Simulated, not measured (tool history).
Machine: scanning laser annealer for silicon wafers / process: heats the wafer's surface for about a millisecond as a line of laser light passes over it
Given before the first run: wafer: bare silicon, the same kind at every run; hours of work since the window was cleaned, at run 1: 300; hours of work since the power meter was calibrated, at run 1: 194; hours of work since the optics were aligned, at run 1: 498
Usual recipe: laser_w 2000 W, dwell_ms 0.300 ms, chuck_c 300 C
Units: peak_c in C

| run | day | laser_w | dwell_ms | chuck_c | hours of work since the window was cleaned | hours of work since the power meter was calibrated | hours of work since the optics were aligned | peak_c |
|---|---|---|---|---|---|---|---|---|
| 1 | 0.000 | 2000 | 0.300 | 300 | 300 | 194 | 498 | 1147 |
| 2 | 0.308 | 2000 | 0.300 | 300 | 303 | 197 | 501 | 1149 |
| 3 | 0.612 | 2000 | 0.300 | 300 | 306 | 200 | 504 | 1149 |
| 4 | 1.038 | 2000 | 0.227 | 300 | 311 | 205 | 508 | 1034 |
| 5 | 1.583 | 2000 | 0.227 | 300 | 316 | 210 | 514 | 1034 |
| 6 | 1.917 | 2000 | 0.227 | 300 | 320 | 214 | 517 | 1034 |
| 7 | 2.175 | 2000 | 0.300 | 329 | 322 | 217 | 520 | 1179 |
| 8 | 2.558 | 2000 | 0.309 | 329 | 326 | 221 | 524 | 1190 |
| 9 | 2.896 | 2000 | 0.289 | 329 | 330 | 224 | 527 | 1161 |
| 10 | 3.362 | 2000 | 0.289 | 329 | 335 | 229 | 532 | 1162 |
| 11 | 3.829 | 2000 | 0.289 | 329 | 339 | 234 | 537 | 1164 |
| 12 | 4.308 | 2000 | 0.289 | 329 | 344 | 239 | 542 | 1162 |
| 13 | 4.538 | 2000 | 0.300 | 300 | 347 | 241 | 544 | 1147 |
| 14 | 4.850 | 2000 | 0.300 | 300 | 350 | 244 | 548 | 1149 |
| 15 | 5.317 | 2000 | 0.300 | 300 | 355 | 249 | 552 | 1149 |
| 16 | 5.800 | 2000 | 0.300 | 300 | 360 | 254 | 557 | 1149 |
| 17 | 6.138 | 2065 | 0.230 | 300 | 363 | 257 | 561 | 1071 |
| 18 | 6.629 | 2025 | 0.300 | 300 | 368 | 262 | 566 | 1162 |
| 19 | 7.121 | 2025 | 0.300 | 300 | 373 | 268 | 571 | 1162 |
| 20 | 7.392 | 1908 | 0.244 | 300 | 376 | 270 | 574 | 1020 |
| 21 | 7.917 | 2000 | 0.227 | 300 | 381 | 276 | 579 | 1034 |
| 22 | 8.296 | 1865 | 0.370 | 300 | 385 | 280 | 583 | 1169 |
| 23 | 8.521 | 1865 | 0.230 | 327 | 388 | 282 | 585 | 1005 |
| 24 | 8.983 | 2164 | 0.241 | 304 | 392 | 287 | 590 | 1138 |
| 25 | 9.308 | 2164 | 0.241 | 304 | 396 | 290 | 594 | 1138 |

Each row is a separate what-if for the run after 25, all from the same tool condition, not one after another. Results?
| A | 9.696 | 1953 | 0.326 | 319 | 400 | 294 | 598 | ? |
| B | 9.696 | 1926 | 0.262 | 315 | 400 | 294 | 598 | ? |
| C | 9.696 | 2164 | 0.229 | 304 | 400 | 294 | 598 | ? |
| D | 9.696 | 2164 | 0.254 | 304 | 400 | 294 | 598 | ? |

| run | peak_c |
|---|---|
| A | 1178 |
| B | 1071 |
| C | 1120 |
| D | 1161 |
Had the tool no hidden state, the same runs would have come out as:
| run | peak_c |
|---|---|
| A | 1179 |
| B | 1071 |
| C | 1120 |
| D | 1162 |
